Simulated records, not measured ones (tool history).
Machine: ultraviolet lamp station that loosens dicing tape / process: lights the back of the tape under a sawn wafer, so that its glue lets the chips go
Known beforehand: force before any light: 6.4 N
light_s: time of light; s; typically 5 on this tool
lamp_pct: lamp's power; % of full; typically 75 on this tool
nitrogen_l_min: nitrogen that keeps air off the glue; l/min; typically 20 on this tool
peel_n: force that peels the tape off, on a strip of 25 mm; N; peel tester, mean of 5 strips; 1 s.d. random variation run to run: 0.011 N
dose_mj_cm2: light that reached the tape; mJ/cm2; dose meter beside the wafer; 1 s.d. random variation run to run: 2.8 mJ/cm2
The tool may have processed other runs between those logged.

Run 1, hour 0: usual settings. Result: peel_n 0.598 N, dose_mj_cm2 338 mJ/cm2.
Run 2, hour 12.8: usual settings but lamp_pct 71 % of full. Result: peel_n 0.679 N, dose_mj_cm2 322 mJ/cm2.
Run 3, hour 22: usual settings but light_s 7 s. Result: peel_n 0.319 N, dose_mj_cm2 470 mJ/cm2.
Run 4, hour 30.8: usual settings but nitrogen_l_min 24 l/min. Result: peel_n 0.557 N, dose_mj_cm2 342 mJ/cm2.
At hour 32.2: window cleaned of glue's vapour.
Run 5, hour 42.6: usual settings but nitrogen_l_min 24 l/min. Result: peel_n 0.587 N, dose_mj_cm2 327 mJ/cm2.
Run 6, hour 53.2: usual settings but nitrogen_l_min 24 l/min. Result: peel_n 0.576 N, dose_mj_cm2 330 mJ/cm2.
Run 7, hour 61: usual settings but light_s 3 s, lamp_pct 99 % of full, nitrogen_l_min 16 l/min. Result: peel_n 1.133 N, dose_mj_cm2 261 mJ/cm2.
Run 8, hour 66.9: usual settings but light_s 2 s, lamp_pct 88 % of full. Result: peel_n 2.057 N, dose_mj_cm2 151 mJ/cm2.
At hour 72.9: window cleaned of glue's vapour, once more.
Run 9, hour 77.9: usual settings but light_s 2 s, lamp_pct 88 % of full. Result: peel_n 1.815 N, dose_mj_cm2 175 mJ/cm2.
Run 10, hour 85.6: usual settings but nitrogen_l_min 32 l/min. Result: peel_n 0.456 N, dose_mj_cm2 358 mJ/cm2.
Run 11, hour 98.6: usual settings but nitrogen_l_min 32 l/min. Result: peel_n 0.442 N, dose_mj_cm2 361 mJ/cm2.
Run 12, hour 108.2: usual settings but light_s 10 s, nitrogen_l_min 10 l/min. Result: peel_n 0.245 N, dose_mj_cm2 720 mJ/cm2.

What if the next run were any one of these 3? Each begins from the tool's condition after run 12:
Run A, hour 118.4: usual settings but light_s 7 s, nitrogen_l_min 7 l/min. Result: peel_n ?, dose_mj_cm2 ?.
Run B, hour 118.4: usual settings but light_s 2 s, lamp_pct 71 % of full. Result: peel_n ?, dose_mj_cm2 ?.
Run C, hour 118.4: usual settings but light_s 10 s, nitrogen_l_min 11 l/min. Result: peel_n ?, dose_mj_cm2 ?.

run  peel_n  dose_mj_cm2
  A   0.561          497
  B   2.257          130
  C   0.247          709
The same runs, with their run-to-run variation unchanged, on a tool lacking any hidden condition would have given:
run  peel_n  dose_mj_cm2
  A   0.484          539
  B   2.082          141
  C   0.229          768

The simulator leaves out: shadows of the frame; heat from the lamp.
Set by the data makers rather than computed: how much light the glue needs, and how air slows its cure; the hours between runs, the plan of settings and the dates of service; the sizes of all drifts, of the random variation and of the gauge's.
